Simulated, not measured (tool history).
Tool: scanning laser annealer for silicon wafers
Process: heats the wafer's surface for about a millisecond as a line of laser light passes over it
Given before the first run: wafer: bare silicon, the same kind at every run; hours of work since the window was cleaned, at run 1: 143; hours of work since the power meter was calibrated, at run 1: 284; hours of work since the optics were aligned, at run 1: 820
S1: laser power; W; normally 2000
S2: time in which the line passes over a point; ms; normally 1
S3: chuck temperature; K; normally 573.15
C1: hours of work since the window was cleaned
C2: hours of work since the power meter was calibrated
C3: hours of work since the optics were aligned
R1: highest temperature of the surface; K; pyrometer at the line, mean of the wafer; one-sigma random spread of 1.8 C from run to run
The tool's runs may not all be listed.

run 1 day=0 | S1=2000 S2=1 S3=573.15 | C1=143 C2=284 C3=820 | R1=1259.15
run 2 day=0.775 | S1=2000 S2=1 S3=573.15 | C1=151 C2=292 C3=829 | R1=1255.15
run 3 day=1.388 | S1=2000 S2=0.89 S3=573.15 | C1=158 C2=299 C3=835 | R1=1221.15
run 4 day=2.075 | S1=2000 S2=0.89 S3=573.15 | C1=166 C2=307 C3=843 | R1=1222.15
run 5 day=2.733 | S1=2000 S2=1 S3=573.15 | C1=173 C2=314 C3=850 | R1=1253.15
run 6 day=3.317 | S1=2000 S2=1 S3=573.15 | C1=179 C2=321 C3=857 | R1=1254.15
run 7 day=3.842 | S1=1810 S2=1 S3=573.15 | C1=185 C2=326 C3=863 | R1=1176.15
run 8 day=4.608 | S1=2000 S2=0.85 S3=573.15 | C1=194 C2=335 C3=871 | R1=1202.15
run 9 day=5.238 | S1=2000 S2=0.85 S3=573.15 | C1=201 C2=342 C3=878 | R1=1202.15
run 10 day=5.688 | S1=2000 S2=0.85 S3=573.15 | C1=205 C2=347 C3=883 | R1=1203.15
run 11 day=6.583 | S1=2000 S2=0.85 S3=573.15 | C1=215 C2=357 C3=893 | R1=1197.15
run 12 day=7.338 | S1=2000 S2=0.85 S3=573.15 | C1=224 C2=365 C3=901 | R1=1199.15
run 13 day=7.879 | S1=2000 S2=0.89 S3=573.15 | C1=230 C2=371 C3=907 | R1=1209.15
run 14 day=8.525 | S1=2000 S2=0.89 S3=573.15 | C1=237 C2=378 C3=914 | R1=1210.15
run 15 day=9.096 | S1=2040 S2=0.89 S3=573.15 | C1=243 C2=384 C3=921 | R1=1227.15
run 16 day=9.804 | S1=2040 S2=0.89 S3=573.15 | C1=251 C2=392 C3=928 | R1=1223.15
run 17 day=10.658 | S1=2040 S2=0.89 S3=573.15 | C1=260 C2=402 C3=938 | R1=1220.15
run 18 day=11.467 | S1=1784 S2=1 S3=573.15 | C1=269 C2=411 C3=947 | R1=1156.15
run 19 day=11.904 | S1=1784 S2=1 S3=573.15 | C1=274 C2=415 C3=952 | R1=1154.15
run 20 day=12.512 | S1=2022 S2=1 S3=569.15 | C1=281 C2=422 C3=958 | R1=1240.15
run 21 day=12.992 | S1=1934 S2=1 S3=534.15 | C1=286 C2=427 C3=964 | R1=1173.15
run 22 day=13.792 | S1=2197 S2=1.09 S3=573.15 | C1=295 C2=436 C3=973 | R1=1344.15
run 23 day=14.246 | S1=2197 S2=1.09 S3=599.15 | C1=300 C2=441 C3=978 | R1=1369.15
run 24 day=14.729 | S1=2197 S2=1.09 S3=599.15 | C1=305 C2=447 C3=983 | R1=1364.15
run 25 day=15.279 | S1=2030 S2=0.84 S3=612.15 | C1=311 C2=453 C3=989 | R1=1234.15
run 26 day=15.788 | S1=2166 S2=1.14 S3=558.15 | C1=317 C2=458 C3=995 | R1=1327.15
run 27 day=16.575 | S1=2166 S2=1.14 S3=558.15 | C1=326 C2=467 C3=1003 | R1=1322.15
run 28 day=16.983 | S1=2126 S2=1.21 S3=595.15 | C1=330 C2=472 C3=1008 | R1=1368.15
-- day=17.938 window over the wafer cleaned
run 29 day=17.938 | S1=1896 S2=0.73 S3=546.15 | C1=0 C2=481 C3=1017 | R1=1117.15
run 30 day=18.779 | S1=1896 S2=0.73 S3=546.15 | C1=9 C2=490 C3=1027 | R1=1116.15
run 31 day=19.2 | S1=1768 S2=1.23 S3=537.15 | C1=14 C2=495 C3=1031 | R1=1202.15
run 32 day=19.854 | S1=2181 S2=0.85 S3=559.15 | C1=21 C2=502 C3=1039 | R1=1278.15
run 33 day=20.504 | S1=2157 S2=1 S3=608.15 | C1=28 C2=510 C3=1046 | R1=1376.15

What would each run have given without the hidden state, its run-to-run variation left as it was?
What the log doesn't record here: light that passes the window, % of a clean one's; laser's true power over the reading, %; width of the line over the set one, %; drift of the gauge itself on peak_c, C.
run=1 R1=1292.15
run=2 R1=1290.15
run=3 R1=1255.15
run=4 R1=1257.15
run=5 R1=1291.15
run=6 R1=1293.15
run=7 R1=1212.15
run=8 R1=1240.15
run=9 R1=1241.15
run=10 R1=1243.15
run=11 R1=1238.15
run=12 R1=1241.15
run=13 R1=1253.15
run=14 R1=1255.15
run=15 R1=1274.15
run=16 R1=1271.15
run=17 R1=1270.15
run=18 R1=1202.15
run=19 R1=1200.15
run=20 R1=1295.15
run=21 R1=1225.15
run=22 R1=1408.15
run=23 R1=1434.15
run=24 R1=1430.15
run=25 R1=1288.15
run=26 R1=1396.15
run=27 R1=1392.15
run=28 R1=1439.15
run=29 R1=1131.15
run=30 R1=1131.15
run=31 R1=1220.15
run=32 R1=1298.15
run=33 R1=1399.15

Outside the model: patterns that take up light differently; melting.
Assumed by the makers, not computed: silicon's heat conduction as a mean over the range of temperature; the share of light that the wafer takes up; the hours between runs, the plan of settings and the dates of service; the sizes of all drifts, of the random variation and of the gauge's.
